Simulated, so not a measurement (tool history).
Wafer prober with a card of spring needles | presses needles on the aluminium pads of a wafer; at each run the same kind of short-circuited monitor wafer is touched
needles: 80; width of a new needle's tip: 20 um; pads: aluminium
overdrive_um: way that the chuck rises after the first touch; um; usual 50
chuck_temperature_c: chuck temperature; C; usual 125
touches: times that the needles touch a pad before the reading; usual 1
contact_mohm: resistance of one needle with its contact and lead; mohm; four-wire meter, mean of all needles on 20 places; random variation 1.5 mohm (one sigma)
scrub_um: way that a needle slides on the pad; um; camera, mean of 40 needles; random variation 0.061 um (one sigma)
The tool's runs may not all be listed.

run   hour  overdrive_um  chuck_temperature_c  touches  contact_mohm  scrub_um
  1    0.0            50                  125        1           159     10.43
       7.5  -- height of the first contact set anew
       9.9  -- tips cleaned on abrasive film
      19.6  -- tips cleaned on abrasive film
  2   28.1            50                   32        1           349     10.87
      30.6  -- tips cleaned on abrasive film
      42.6  -- tips cleaned on abrasive film
      54.6  -- tips cleaned on abrasive film
      66.6  -- tips cleaned on abrasive film
      78.6  -- tips cleaned on abrasive film
  3   84.4            50                   32        1           330     10.74
      89.2  -- tips cleaned on abrasive film
      98.9  -- tips cleaned on abrasive film
     109.0  -- tips cleaned on abrasive film
  4  109.0            48                  125        1           173     10.35
     121.0  -- tips cleaned on abrasive film
     133.0  -- tips cleaned on abrasive film
  5  133.6            50                  125        1           201     10.63
     143.3  -- tips cleaned on abrasive film
     152.9  -- tips cleaned on abrasive film
     164.9  -- tips cleaned on abrasive film
     174.5  -- tips cleaned on abrasive film
     184.1  -- tips cleaned on abrasive film
  6  184.1            50                  125        1           168     10.69
     196.0  -- tips cleaned on abrasive film
     208.0  -- tips cleaned on abrasive film
  7  214.4            50                  125        2           264     10.59
     219.2  -- tips cleaned on abrasive film
     231.2  -- tips cleaned on abrasive film
     243.2  -- tips cleaned on abrasive film
  8  250.2            50                  125        2           261     10.41
     255.1  -- tips cleaned on abrasive film
     267.1  -- tips cleaned on abrasive film
     272.2  -- height of the first contact set anew
     279.4  -- tips cleaned on abrasive film
     291.4  -- tips cleaned on abrasive film
     302.7  -- tips cleaned on abrasive film
  9  302.7            50                   59        1           148     10.91
     314.7  -- tips cleaned on abrasive film
     326.7  -- tips cleaned on abrasive film
 10  330.3            33                   66        2           349      7.14
     337.5  -- tips cleaned on abrasive film
     349.5  -- tips cleaned on abrasive film
 11  358.2            33                   66        2           466      7.20

Forecast each of these 3 alternatives for the next run:
     360.6  -- tips cleaned on abrasive film
     372.6  -- tips cleaned on abrasive film
     384.6  -- tips cleaned on abrasive film
     396.6  -- tips cleaned on abrasive film
     408.6  -- tips cleaned on abrasive film
  A  413.2            48                   29        3             ?         ?
     360.6  -- tips cleaned on abrasive film
     372.6  -- tips cleaned on abrasive film
     384.6  -- tips cleaned on abrasive film
     396.6  -- tips cleaned on abrasive film
     408.6  -- tips cleaned on abrasive film
  B  413.2            33                  125        1             ?         ?
     360.6  -- tips cleaned on abrasive film
     372.6  -- tips cleaned on abrasive film
     384.6  -- tips cleaned on abrasive film
     396.6  -- tips cleaned on abrasive film
     408.6  -- tips cleaned on abrasive film
  C  413.2            54                  125        1             ?         ?

run  contact_mohm  scrub_um
  A           204     10.21
  B           511      6.98
  C           276     11.53
Without the tool's hidden state the same runs would have given:
run  contact_mohm  scrub_um
  A           126     10.46
  B           150      7.22
  C           136     11.78

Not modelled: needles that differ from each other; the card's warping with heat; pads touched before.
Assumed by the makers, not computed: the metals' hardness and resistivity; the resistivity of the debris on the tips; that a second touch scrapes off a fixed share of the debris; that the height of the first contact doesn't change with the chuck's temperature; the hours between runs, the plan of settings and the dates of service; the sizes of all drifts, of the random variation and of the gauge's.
